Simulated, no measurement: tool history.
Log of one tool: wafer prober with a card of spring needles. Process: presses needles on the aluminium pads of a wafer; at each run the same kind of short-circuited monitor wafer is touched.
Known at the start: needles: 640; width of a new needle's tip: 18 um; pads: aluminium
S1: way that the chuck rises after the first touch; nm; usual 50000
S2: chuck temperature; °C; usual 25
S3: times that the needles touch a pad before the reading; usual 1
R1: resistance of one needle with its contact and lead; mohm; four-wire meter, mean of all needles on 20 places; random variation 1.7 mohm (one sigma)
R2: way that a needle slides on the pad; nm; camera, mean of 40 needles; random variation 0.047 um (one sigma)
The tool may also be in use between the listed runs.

Run 1, hour 0.0: usual settings. Result: R1 176 mohm, R2 10210 nm.
At hour 5.7: tips cleaned on abrasive film.
Run 2, hour 7.1: usual settings. Result: R1 175 mohm, R2 10170 nm.
At hour 13.1: tips cleaned on abrasive film.
Run 3, hour 17.0: usual settings. Result: R1 178 mohm, R2 10200 nm.
At hour 20.8: tips cleaned on abrasive film.
Run 4, hour 22.6: usual settings. Result: R1 175 mohm, R2 10220 nm.
At hour 28.0: tips cleaned on abrasive film.
Run 5, hour 32.6: usual settings. Result: R1 173 mohm, R2 10230 nm.
At hour 35.3: tips cleaned on abrasive film.
Run 6, hour 41.2: usual settings. Result: R1 174 mohm, R2 10230 nm.
At hour 43.3: tips cleaned on abrasive film.
At hour 51.2: tips cleaned on abrasive film.
Run 7, hour 52.8: usual settings but S1 46000 nm. Result: R1 179 mohm, R2 9370 nm.
At hour 58.6: tips cleaned on abrasive film.
Run 8, hour 65.0: usual settings but S1 63000 nm, S2 95 °C, S3 2. Result: R1 182 mohm, R2 12850 nm.
At hour 65.6: tips cleaned on abrasive film.
Run 9, hour 72.5: usual settings but S2 64 °C, S3 3. Result: R1 183 mohm, R2 10250 nm.
At hour 73.4: tips cleaned on abrasive film.
At hour 80.8: tips cleaned on abrasive film.
Run 10, hour 83.7: usual settings but S1 59000 nm, S3 2. Result: R1 170 mohm, R2 12130 nm.
At hour 88.4: tips cleaned on abrasive film.
Run 11, hour 89.6: usual settings but S1 31000 nm, S2 104 °C, S3 2. Result: R1 218 mohm, R2 6350 nm.
At hour 95.6: tips cleaned on abrasive film.
Run 12, hour 96.6: usual settings but S1 31000 nm, S2 104 °C, S3 2. Result: R1 219 mohm, R2 6290 nm.
Run 13, hour 102.4: usual settings but S3 2. Result: R1 176 mohm, R2 10240 nm.
At hour 103.1: tips cleaned on abrasive film.
At hour 110.4: tips cleaned on abrasive film.
Run 14, hour 111.4: usual settings but S1 60000 nm, S2 48 °C. Result: R1 176 mohm, R2 12290 nm.

3 ways to go on from here, each from the tool as it stands after run 14. What would each give?
At hour 116.0: height of the first contact set anew.
At hour 117.7: tips cleaned on abrasive film.
Run A, hour 120.7: usual settings but S1 37000 nm, S2 64 °C. Result: R1 ?, R2 ?.
At hour 116.0: height of the first contact set anew.
At hour 117.7: tips cleaned on abrasive film.
Run B, hour 120.7: usual settings but S2 79 °C. Result: R1 ?, R2 ?.
At hour 116.0: height of the first contact set anew.
At hour 117.7: tips cleaned on abrasive film.
Run C, hour 120.7: usual settings but S1 60000 nm, S2 47 °C, S3 3. Result: R1 ?, R2 ?.

run   R1     R2
  A  197   7580
  B  190  10220
  C  173  12340
Without the tool's hidden state the same runs would have given:
run   R1     R2
  A  196   7580
  B  190  10220
  C  173  12340
